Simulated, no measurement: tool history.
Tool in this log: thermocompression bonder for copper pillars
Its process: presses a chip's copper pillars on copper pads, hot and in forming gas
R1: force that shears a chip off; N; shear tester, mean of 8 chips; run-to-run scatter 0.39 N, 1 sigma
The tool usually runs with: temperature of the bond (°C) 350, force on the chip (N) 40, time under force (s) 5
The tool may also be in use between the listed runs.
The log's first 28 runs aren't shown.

run 29 hour=723.3 | temperature_of_the_bond_(°C)=321 force_on_the_chip_(N)=28 time_under_force_(s)=7 | R1=30.6
-- hour=744.6 forming gas filter changed
run 30 hour=753.9 | temperature_of_the_bond_(°C)=350 force_on_the_chip_(N)=56 time_under_force_(s)=13 | R1=81.3
run 31 hour=771.8 | temperature_of_the_bond_(°C)=350 force_on_the_chip_(N)=56 time_under_force_(s)=13 | R1=81.4
run 32 hour=789.8 | temperature_of_the_bond_(°C)=378 force_on_the_chip_(N)=47 time_under_force_(s)=4 | R1=63.1
run 33 hour=822.0 | temperature_of_the_bond_(°C)=362 force_on_the_chip_(N)=26 time_under_force_(s)=5 | R1=43.9
run 34 hour=856.7 | temperature_of_the_bond_(°C)=362 force_on_the_chip_(N)=26 time_under_force_(s)=5 | R1=44.5
run 35 hour=886.8 | temperature_of_the_bond_(°C)=362 force_on_the_chip_(N)=26 time_under_force_(s)=5 | R1=43.5
run 36 hour=917.8 | temperature_of_the_bond_(°C)=326 force_on_the_chip_(N)=26 time_under_force_(s)=11 | R1=40.8
run 37 hour=950.3 | temperature_of_the_bond_(°C)=326 force_on_the_chip_(N)=26 time_under_force_(s)=11 | R1=40.4
run 38 hour=969.3 | temperature_of_the_bond_(°C)=373 force_on_the_chip_(N)=40 time_under_force_(s)=3 | R1=48.7
run 39 hour=990.4 | temperature_of_the_bond_(°C)=350 force_on_the_chip_(N)=41 time_under_force_(s)=6 | R1=51.6
run 40 hour=1023.4 | temperature_of_the_bond_(°C)=365 force_on_the_chip_(N)=30 time_under_force_(s)=8 | R1=56.3

Each row is a separate what-if for the run after 40, all from the same tool condition, not one after another. Results?
run A hour=1050.1 | temperature_of_the_bond_(°C)=327 force_on_the_chip_(N)=40 time_under_force_(s)=5 | R1=?
run B hour=1050.1 | temperature_of_the_bond_(°C)=340 force_on_the_chip_(N)=40 time_under_force_(s)=5 | R1=?
run C hour=1050.1 | temperature_of_the_bond_(°C)=373 force_on_the_chip_(N)=40 time_under_force_(s)=5 | R1=?
run D hour=1050.1 | temperature_of_the_bond_(°C)=334 force_on_the_chip_(N)=30 time_under_force_(s)=12 | R1=?

run=A R1=37.2
run=B R1=42.7
run=C R1=58.5
run=D R1=48.2
Without the tool's unlogged condition, the same runs would have read:
run=A R1=35.8
run=B R1=41.5
run=C R1=57.9
run=D R1=46.9
